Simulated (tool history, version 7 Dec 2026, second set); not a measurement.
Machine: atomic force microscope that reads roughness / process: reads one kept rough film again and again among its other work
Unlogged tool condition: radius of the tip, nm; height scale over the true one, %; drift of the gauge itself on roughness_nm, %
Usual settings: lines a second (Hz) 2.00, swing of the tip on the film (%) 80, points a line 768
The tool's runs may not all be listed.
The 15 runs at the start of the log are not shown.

run,hour,lines a second (Hz),swing of the tip on the film (%),points a line,pictures with this tip,hours of work since the height scale was calibrated,roughness of the kept film (nm (root mean square))
# hour 182.2: new tip fitted
16,184.0,2.62,80,768,2,120,1.749
17,192.4,2.62,80,768,9,124,1.763
18,205.7,2.62,80,768,21,130,1.733
19,215.8,0.72,69,768,30,134,1.889
20,231.3,0.77,69,624,44,141,1.883
21,242.8,2.00,88,386,54,146,1.659
22,258.5,2.00,88,386,68,152,1.665
23,268.9,2.00,88,386,77,157,1.648
# hour 271.8: new tip fitted
24,286.1,1.15,75,423,13,164,1.862
25,298.1,3.40,70,423,23,169,1.774
# hour 300.6: height scale calibrated on a step standard
26,308.4,1.32,66,474,31,3,1.873
27,316.9,3.04,80,484,39,7,1.681
28,329.4,3.04,80,484,50,12,1.682
29,339.7,3.27,82,266,59,17,1.618
30,350.8,2.00,79,446,69,22,1.737
# hour 362.9: new tip fitted
31,364.6,2.00,79,446,1,27,1.804
# hour 369.3: height scale calibrated on a step standard, once more
32,377.7,2.00,79,446,12,4,1.805
33,385.3,2.73,59,375,19,7,1.860
34,401.4,3.81,59,375,33,14,1.829
35,409.3,3.81,59,375,40,17,1.811
36,418.2,2.00,59,768,48,21,1.840

Forecast each of these 3 alternatives for the next run:
A,435.0,1.82,59,768,62,28,?
B,435.0,2.00,80,627,62,28,?
C,435.0,1.90,86,731,62,28,?

run,roughness of the kept film (nm (root mean square))
A,1.838
B,1.734
C,1.701
Without the tool's hidden state the same runs would have given:
run,roughness of the kept film (nm (root mean square))
A,1.920
B,1.811
C,1.778
